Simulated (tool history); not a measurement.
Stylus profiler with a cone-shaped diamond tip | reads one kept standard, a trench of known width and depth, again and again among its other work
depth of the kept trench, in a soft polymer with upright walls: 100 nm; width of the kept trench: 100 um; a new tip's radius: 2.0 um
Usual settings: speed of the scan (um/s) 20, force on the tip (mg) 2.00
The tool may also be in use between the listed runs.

| run | day | speed of the scan (um/s) | force on the tip (mg) | depth of the trench (Å) | width of the trench's floor (nm) |
|---|---|---|---|---|---|
| 1 | 0.000 | 20 | 2.00 | 1007.7 | 98580 |
| 2 | 0.771 | 20 | 2.61 | 1009.7 | 98610 |
| 3 | 1.792 | 20 | 2.00 | 1008.3 | 98580 |
| 4 | 2.692 | 20 | 2.00 | 1007.7 | 98610 |
| 5 | 3.471 | 69 | 2.00 | 1007.3 | 98250 |
| 6 | 4.162 | 69 | 1.59 | 1005.9 | 98260 |
| 7 | 4.846 | 20 | 2.00 | 1007.9 | 98610 |
| 8 | 5.492 | 20 | 0.84 | 1003.4 | 98530 |
| 9 | 6.171 | 20 | 0.84 | 1003.3 | 98540 |
| 10 | 7.404 | 20 | 0.67 | 1003.0 | 98530 |
| 11 | 8.625 | 20 | 1.48 | 1005.6 | 98520 |
| 12 | 9.242 | 20 | 1.48 | 1005.8 | 98580 |
| 13 | 10.033 | 20 | 1.48 | 1005.5 | 98520 |
| 14 | 10.771 | 13 | 1.48 | 1004.8 | 98590 |
| 15 | 12.004 | 20 | 2.00 | 1006.9 | 98560 |
| 16 | 13.400 | 20 | 2.00 | 1007.5 | 98540 |
| 17 | 14.633 | 20 | 2.00 | 1006.0 | 98620 |
| 18 | 15.933 | 20 | 2.00 | 1006.2 | 98570 |
| 19 | 17.338 | 20 | 2.00 | 1006.7 | 98550 |
| 20 | 18.138 | 20 | 4.27 | 1012.1 | 98560 |
| 21 | 18.983 | 20 | 4.27 | 1012.1 | 98550 |
| 22 | 20.321 | 20 | 4.27 | 1013.2 | 98500 |
| 23 | 20.983 | 20 | 4.27 | 1012.0 | 98540 |
| 24 | 22.096 | 24 | 0.85 | 1002.1 | 98430 |
| 25 | 23.546 | 24 | 0.85 | 1001.8 | 98420 |
| 26 | 24.167 | 8 | 3.26 | 1009.5 | 98620 |
| 27 | 24.942 | 8 | 3.26 | 1010.6 | 98610 |
| 28 | 25.808 | 9 | 3.26 | 1010.9 | 98550 |
| 29 | 26.883 | 18 | 4.43 | 1012.7 | 98590 |
| 30 | 28.312 | 18 | 4.43 | 1012.8 | 98590 |
| 31 | 29.308 | 10 | 3.65 | 1010.7 | 98550 |
| 32 | 30.704 | 10 | 1.40 | 1004.0 | 98520 |
| 33 | 32.008 | 10 | 1.40 | 1004.6 | 98600 |

The next listed run, before its measurement:
| 34 | 33.246 | 15 | 1.10 | ? | ? |

Run 34 gave depth of the trench (Å) 1002.9, width of the trench's floor (nm) 98510.
Without the tool's hidden state the same run would have given depth of the trench (Å) 1005.9, width of the trench's floor (nm) 98650.

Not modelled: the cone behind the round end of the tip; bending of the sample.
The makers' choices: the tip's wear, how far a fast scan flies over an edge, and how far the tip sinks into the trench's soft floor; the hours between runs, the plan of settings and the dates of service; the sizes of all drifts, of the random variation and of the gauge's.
